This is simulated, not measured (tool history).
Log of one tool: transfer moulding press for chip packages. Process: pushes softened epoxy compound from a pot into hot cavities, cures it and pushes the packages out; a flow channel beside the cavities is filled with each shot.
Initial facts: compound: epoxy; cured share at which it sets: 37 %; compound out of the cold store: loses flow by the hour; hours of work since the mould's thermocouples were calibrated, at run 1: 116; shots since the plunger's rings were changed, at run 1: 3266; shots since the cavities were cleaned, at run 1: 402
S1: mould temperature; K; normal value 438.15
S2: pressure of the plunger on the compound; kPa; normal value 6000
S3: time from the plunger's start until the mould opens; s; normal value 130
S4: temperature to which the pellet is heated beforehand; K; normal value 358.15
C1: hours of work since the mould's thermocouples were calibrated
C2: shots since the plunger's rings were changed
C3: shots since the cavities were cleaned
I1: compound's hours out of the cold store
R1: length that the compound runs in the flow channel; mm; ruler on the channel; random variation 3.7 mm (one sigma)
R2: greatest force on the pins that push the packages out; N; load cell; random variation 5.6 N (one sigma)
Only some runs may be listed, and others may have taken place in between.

{"run": 1, "hour": 0.0, "S1": 438.15, "S2": 6000, "S3": 130, "S4": 358.15, "C1": 116, "C2": 3266, "C3": 402, "I1": 37.6, "R1": 755, "R2": 194}
{"run": 2, "hour": 15.1, "S1": 438.15, "S2": 6000, "S3": 130, "S4": 362.15, "C1": 124, "C2": 3370, "C3": 506, "I1": 24.0, "R1": 793, "R2": 191}
{"run": 3, "hour": 36.1, "S1": 438.15, "S2": 6000, "S3": 130, "S4": 358.15, "C1": 134, "C2": 3515, "C3": 651, "I1": 44.1, "R1": 731, "R2": 199}
{"run": 4, "hour": 47.9, "S1": 438.15, "S2": 6000, "S3": 130, "S4": 358.15, "C1": 140, "C2": 3596, "C3": 732, "I1": 15.3, "R1": 812, "R2": 196}
{"run": 5, "hour": 59.1, "S1": 438.15, "S2": 6000, "S3": 141, "S4": 358.15, "C1": 146, "C2": 3674, "C3": 810, "I1": 34.7, "R1": 753, "R2": 165}
{"run": 6, "hour": 75.7, "S1": 438.15, "S2": 6000, "S3": 141, "S4": 358.15, "C1": 155, "C2": 3788, "C3": 924, "I1": 35.8, "R1": 756, "R2": 184}
{"hour": 79.0, "done": "cavities cleaned with cleaning compound and waxed"}
{"run": 7, "hour": 96.7, "S1": 438.15, "S2": 6000, "S3": 141, "S4": 358.15, "C1": 164, "C2": 3922, "C3": 122, "I1": 39.3, "R1": 741, "R2": 186}
{"run": 8, "hour": 113.1, "S1": 438.15, "S2": 6000, "S3": 141, "S4": 358.15, "C1": 173, "C2": 4035, "C3": 235, "I1": 46.2, "R1": 727, "R2": 176}
{"run": 9, "hour": 123.8, "S1": 438.15, "S2": 6000, "S3": 141, "S4": 358.15, "C1": 178, "C2": 4109, "C3": 309, "I1": 9.2, "R1": 831, "R2": 178}
{"run": 10, "hour": 140.4, "S1": 432.15, "S2": 6000, "S3": 130, "S4": 358.15, "C1": 187, "C2": 4224, "C3": 424, "I1": 29.1, "R1": 793, "R2": 280}
{"run": 11, "hour": 154.5, "S1": 432.15, "S2": 6000, "S3": 130, "S4": 358.15, "C1": 194, "C2": 4321, "C3": 521, "I1": 25.7, "R1": 802, "R2": 283}
{"run": 12, "hour": 177.0, "S1": 432.15, "S2": 6000, "S3": 130, "S4": 358.15, "C1": 205, "C2": 4476, "C3": 676, "I1": 8.8, "R1": 857, "R2": 284}
{"run": 13, "hour": 191.5, "S1": 432.15, "S2": 6000, "S3": 130, "S4": 358.15, "C1": 213, "C2": 4576, "C3": 776, "I1": 12.7, "R1": 839, "R2": 295}
{"run": 14, "hour": 205.5, "S1": 432.15, "S2": 6000, "S3": 130, "S4": 358.15, "C1": 220, "C2": 4673, "C3": 873, "I1": 22.7, "R1": 820, "R2": 280}
{"hour": 216.3, "done": "cavities cleaned with cleaning compound and waxed"}
{"run": 15, "hour": 229.4, "S1": 432.15, "S2": 6000, "S3": 130, "S4": 358.15, "C1": 231, "C2": 4827, "C3": 90, "I1": 8.6, "R1": 855, "R2": 289}
{"run": 16, "hour": 247.7, "S1": 435.15, "S2": 5860, "S3": 141, "S4": 354.15, "C1": 240, "C2": 4953, "C3": 216, "I1": 23.5, "R1": 787, "R2": 199}
{"run": 17, "hour": 257.3, "S1": 442.15, "S2": 5860, "S3": 165, "S4": 354.15, "C1": 245, "C2": 5019, "C3": 282, "I1": 33.1, "R1": 741, "R2": 162}
{"hour": 270.3, "done": "plunger's sealing rings changed"}
{"run": 18, "hour": 274.8, "S1": 438.15, "S2": 5860, "S3": 165, "S4": 357.15, "C1": 253, "C2": 31, "C3": 386, "I1": 34.5, "R1": 746, "R2": 163}
{"run": 19, "hour": 288.5, "S1": 438.15, "S2": 5860, "S3": 165, "S4": 357.15, "C1": 260, "C2": 125, "C3": 480, "I1": 40.6, "R1": 733, "R2": 166}
{"run": 20, "hour": 309.2, "S1": 438.15, "S2": 5860, "S3": 165, "S4": 357.15, "C1": 270, "C2": 268, "C3": 623, "I1": 30.7, "R1": 763, "R2": 168}
{"run": 21, "hour": 322.7, "S1": 438.15, "S2": 4820, "S3": 130, "S4": 352.15, "C1": 277, "C2": 361, "C3": 716, "I1": 11.3, "R1": 737, "R2": 196}
{"run": 22, "hour": 335.9, "S1": 438.15, "S2": 4820, "S3": 130, "S4": 352.15, "C1": 284, "C2": 452, "C3": 807, "I1": 46.4, "R1": 650, "R2": 184}
{"run": 23, "hour": 353.1, "S1": 438.15, "S2": 4820, "S3": 130, "S4": 352.15, "C1": 292, "C2": 571, "C3": 926, "I1": 36.4, "R1": 674, "R2": 200}
{"hour": 356.2, "done": "cavities cleaned with cleaning compound and waxed"}
{"run": 24, "hour": 368.8, "S1": 438.15, "S2": 5360, "S3": 170, "S4": 358.15, "C1": 300, "C2": 669, "C3": 87, "I1": 44.4, "R1": 689, "R2": 170}
{"run": 25, "hour": 391.3, "S1": 433.15, "S2": 6000, "S3": 122, "S4": 358.15, "C1": 311, "C2": 824, "C3": 242, "I1": 31.1, "R1": 781, "R2": 289}
{"run": 26, "hour": 404.3, "S1": 433.15, "S2": 6000, "S3": 122, "S4": 358.15, "C1": 318, "C2": 913, "C3": 331, "I1": 13.7, "R1": 830, "R2": 300}
{"run": 27, "hour": 416.6, "S1": 435.15, "S2": 6000, "S3": 122, "S4": 358.15, "C1": 324, "C2": 998, "C3": 416, "I1": 10.4, "R1": 840, "R2": 279}
{"run": 28, "hour": 434.4, "S1": 441.15, "S2": 6000, "S3": 130, "S4": 359.15, "C1": 333, "C2": 1121, "C3": 539, "I1": 37.0, "R1": 738, "R2": 176}

Here are 5 independent what-if runs from the current tool condition. What would each one return?
{"run": "A", "hour": 449.1, "S1": 441.15, "S2": 5590, "S3": 130, "S4": 359.15, "C1": 340, "C2": 1223, "C3": 641, "I1": 18.1, "R1": "?", "R2": "?"}
{"run": "B", "hour": 449.1, "S1": 441.15, "S2": 5080, "S3": 130, "S4": 359.15, "C1": 340, "C2": 1223, "C3": 641, "I1": 29.0, "R1": "?", "R2": "?"}
{"run": "C", "hour": 449.1, "S1": 438.15, "S2": 6880, "S3": 130, "S4": 356.15, "C1": 340, "C2": 1223, "C3": 641, "I1": 13.4, "R1": "?", "R2": "?"}
{"run": "D", "hour": 449.1, "S1": 432.15, "S2": 6570, "S3": 113, "S4": 359.15, "C1": 340, "C2": 1223, "C3": 641, "I1": 42.1, "R1": "?", "R2": "?"}
{"run": "E", "hour": 449.1, "S1": 431.15, "S2": 6000, "S3": 130, "S4": 354.15, "C1": 340, "C2": 1223, "C3": 641, "I1": 23.0, "R1": "?", "R2": "?"}

run=A R1=766 R2=175
run=B R1=706 R2=172
run=C R1=877 R2=196
run=D R1=791 R2=351
run=E R1=814 R2=304
The same runs, with their run-to-run variation unchanged, on a tool lacking any hidden condition would have given:
run=A R1=766 R2=174
run=B R1=706 R2=170
run=C R1=877 R2=194
run=D R1=792 R2=348
run=E R1=814 R2=301
